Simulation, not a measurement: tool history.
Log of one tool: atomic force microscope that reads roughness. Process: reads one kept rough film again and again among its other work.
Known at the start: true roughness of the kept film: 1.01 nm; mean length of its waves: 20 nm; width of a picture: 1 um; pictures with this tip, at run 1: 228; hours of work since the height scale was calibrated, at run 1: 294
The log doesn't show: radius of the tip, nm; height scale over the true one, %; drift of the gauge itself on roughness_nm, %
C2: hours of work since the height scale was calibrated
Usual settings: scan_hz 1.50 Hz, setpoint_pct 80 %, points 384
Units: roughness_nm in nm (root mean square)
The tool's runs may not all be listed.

{"run": 1, "hour": 0.0, "scan_hz": 1.5, "setpoint_pct": 80, "points": 384, "pictures with this tip": 228, "C2": 294, "roughness_nm": 0.634}
{"hour": 6.4, "done": "new tip fitted"}
{"run": 2, "hour": 16.0, "scan_hz": 1.5, "setpoint_pct": 80, "points": 258, "pictures with this tip": 13, "C2": 306, "roughness_nm": 0.801}
{"run": 3, "hour": 43.8, "scan_hz": 1.5, "setpoint_pct": 89, "points": 258, "pictures with this tip": 50, "C2": 327, "roughness_nm": 0.737}
{"run": 4, "hour": 68.9, "scan_hz": 1.5, "setpoint_pct": 80, "points": 384, "pictures with this tip": 84, "C2": 346, "roughness_nm": 0.759}
{"run": 5, "hour": 81.7, "scan_hz": 1.5, "setpoint_pct": 80, "points": 384, "pictures with this tip": 101, "C2": 356, "roughness_nm": 0.741}
{"run": 6, "hour": 95.4, "scan_hz": 1.5, "setpoint_pct": 80, "points": 258, "pictures with this tip": 119, "C2": 366, "roughness_nm": 0.722}
{"run": 7, "hour": 115.3, "scan_hz": 1.5, "setpoint_pct": 80, "points": 384, "pictures with this tip": 146, "C2": 381, "roughness_nm": 0.703}
{"run": 8, "hour": 143.7, "scan_hz": 1.5, "setpoint_pct": 80, "points": 414, "pictures with this tip": 184, "C2": 403, "roughness_nm": 0.686}
{"run": 9, "hour": 171.3, "scan_hz": 1.5, "setpoint_pct": 80, "points": 384, "pictures with this tip": 222, "C2": 424, "roughness_nm": 0.653}
{"hour": 174.9, "done": "height scale calibrated on a step standard"}
{"hour": 183.3, "done": "new tip fitted"}
{"run": 10, "hour": 195.1, "scan_hz": 1.5, "setpoint_pct": 80, "points": 384, "pictures with this tip": 16, "C2": 15, "roughness_nm": 0.813}
{"run": 11, "hour": 225.3, "scan_hz": 1.5, "setpoint_pct": 80, "points": 384, "pictures with this tip": 56, "C2": 38, "roughness_nm": 0.77}
{"run": 12, "hour": 250.6, "scan_hz": 2.49, "setpoint_pct": 80, "points": 384, "pictures with this tip": 90, "C2": 57, "roughness_nm": 0.711}
{"run": 13, "hour": 273.9, "scan_hz": 2.49, "setpoint_pct": 80, "points": 384, "pictures with this tip": 122, "C2": 75, "roughness_nm": 0.685}
{"run": 14, "hour": 299.7, "scan_hz": 2.49, "setpoint_pct": 80, "points": 384, "pictures with this tip": 156, "C2": 94, "roughness_nm": 0.661}
{"run": 15, "hour": 312.9, "scan_hz": 2.49, "setpoint_pct": 80, "points": 384, "pictures with this tip": 174, "C2": 104, "roughness_nm": 0.649}
{"run": 16, "hour": 340.3, "scan_hz": 2.49, "setpoint_pct": 80, "points": 384, "pictures with this tip": 211, "C2": 125, "roughness_nm": 0.625}
{"run": 17, "hour": 352.8, "scan_hz": 3.22, "setpoint_pct": 80, "points": 384, "pictures with this tip": 228, "C2": 135, "roughness_nm": 0.59}
{"hour": 360.5, "done": "height scale calibrated on a step standard, once more"}
{"hour": 361.0, "done": "new tip fitted"}
{"run": 18, "hour": 375.2, "scan_hz": 3.22, "setpoint_pct": 80, "points": 384, "pictures with this tip": 19, "C2": 11, "roughness_nm": 0.741}
{"run": 19, "hour": 404.8, "scan_hz": 0.84, "setpoint_pct": 88, "points": 384, "pictures with this tip": 59, "C2": 33, "roughness_nm": 0.794}
{"run": 20, "hour": 428.6, "scan_hz": 0.84, "setpoint_pct": 88, "points": 384, "pictures with this tip": 91, "C2": 51, "roughness_nm": 0.757}
{"run": 21, "hour": 454.3, "scan_hz": 0.84, "setpoint_pct": 81, "points": 341, "pictures with this tip": 125, "C2": 71, "roughness_nm": 0.734}
{"run": 22, "hour": 475.2, "scan_hz": 3.51, "setpoint_pct": 63, "points": 284, "pictures with this tip": 153, "C2": 87, "roughness_nm": 0.698}
{"run": 23, "hour": 497.6, "scan_hz": 3.51, "setpoint_pct": 63, "points": 284, "pictures with this tip": 184, "C2": 104, "roughness_nm": 0.672}

3 ways to go on from here, each from the tool as it stands after run 23. What would each give?
{"run": "A", "hour": 528.0, "scan_hz": 3.44, "setpoint_pct": 80, "points": 284, "pictures with this tip": 225, "C2": 127, "roughness_nm": "?"}
{"run": "B", "hour": 528.0, "scan_hz": 1.69, "setpoint_pct": 61, "points": 284, "pictures with this tip": 225, "C2": 127, "roughness_nm": "?"}
{"run": "C", "hour": 528.0, "scan_hz": 2.56, "setpoint_pct": 80, "points": 384, "pictures with this tip": 225, "C2": 127, "roughness_nm": "?"}

run=A roughness_nm=0.583
run=B roughness_nm=0.673
run=C roughness_nm=0.608
Without the tool's hidden state the same runs would have given:
run=A roughness_nm=0.757
run=B roughness_nm=0.873
run=C roughness_nm=0.791
